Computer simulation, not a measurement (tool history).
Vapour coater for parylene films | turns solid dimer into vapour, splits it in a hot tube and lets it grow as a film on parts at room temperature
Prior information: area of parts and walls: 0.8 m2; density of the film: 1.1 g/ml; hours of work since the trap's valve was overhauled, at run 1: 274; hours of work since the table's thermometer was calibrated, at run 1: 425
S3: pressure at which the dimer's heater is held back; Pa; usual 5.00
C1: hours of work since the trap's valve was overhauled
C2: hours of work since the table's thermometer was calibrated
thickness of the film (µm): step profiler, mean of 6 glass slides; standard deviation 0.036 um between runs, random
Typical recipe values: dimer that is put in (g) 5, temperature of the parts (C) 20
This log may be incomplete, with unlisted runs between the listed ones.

Run 1, day 0.000: usual settings; C1 274; C2 425. Result: thickness of the film (µm) 3.23.
At day 0.804: trap's valve overhauled.
Run 2, day 0.950: usual settings; C1 1; C2 433. Result: thickness of the film (µm) 3.80.
Run 3, day 2.142: usual settings but temperature of the parts (C) 14; C1 13; C2 444. Result: thickness of the film (µm) 4.25.
Run 4, day 3.629: usual settings but temperature of the parts (C) 14; C1 28; C2 459. Result: thickness of the film (µm) 4.13.
Run 5, day 4.362: usual settings but temperature of the parts (C) 14; C1 35; C2 466. Result: thickness of the film (µm) 4.17.
Run 6, day 5.862: usual settings but S3 6.41 Pa; C1 50; C2 481. Result: thickness of the film (µm) 3.50.
Run 7, day 7.329: usual settings but S3 5.06 Pa; C1 64; C2 495. Result: thickness of the film (µm) 3.64.
Run 8, day 8.362: usual settings but temperature of the parts (C) 14; C1 74; C2 505. Result: thickness of the film (µm) 4.13.
Run 9, day 9.075: usual settings but temperature of the parts (C) 14; C1 81; C2 512. Result: thickness of the film (µm) 4.10.
Run 10, day 10.800: usual settings but S3 4.86 Pa; C1 98; C2 529. Result: thickness of the film (µm) 3.56.
Run 11, day 12.312: usual settings but S3 4.86 Pa; C1 113; C2 544. Result: thickness of the film (µm) 3.58.
At day 12.433: table's thermometer calibrated.
Run 12, day 14.008: usual settings but dimer that is put in (g) 4, temperature of the parts (C) 13, S3 6.01 Pa; C1 129; C2 15. Result: thickness of the film (µm) 3.18.
At day 15.079: table's thermometer calibrated, once more.
Run 13, day 15.625: usual settings but dimer that is put in (g) 4, temperature of the parts (C) 13, S3 6.01 Pa; C1 144; C2 5. Result: thickness of the film (µm) 3.08.
Run 14, day 17.254: usual settings but dimer that is put in (g) 3, S3 5.30 Pa; C1 160; C2 21. Result: thickness of the film (µm) 2.07.

For run 15, what comes out?
Run 15, day 18.800: usual settings but dimer that is put in (g) 3, S3 10.49 Pa; C1 175; C2 36. Result: thickness of the film (µm) ?.

{"run 15": {"thickness of the film (µm)": 1.83}}
With the hidden condition absent and the run-to-run variation left alone, this run would have shown thickness of the film (µm) 1.99.
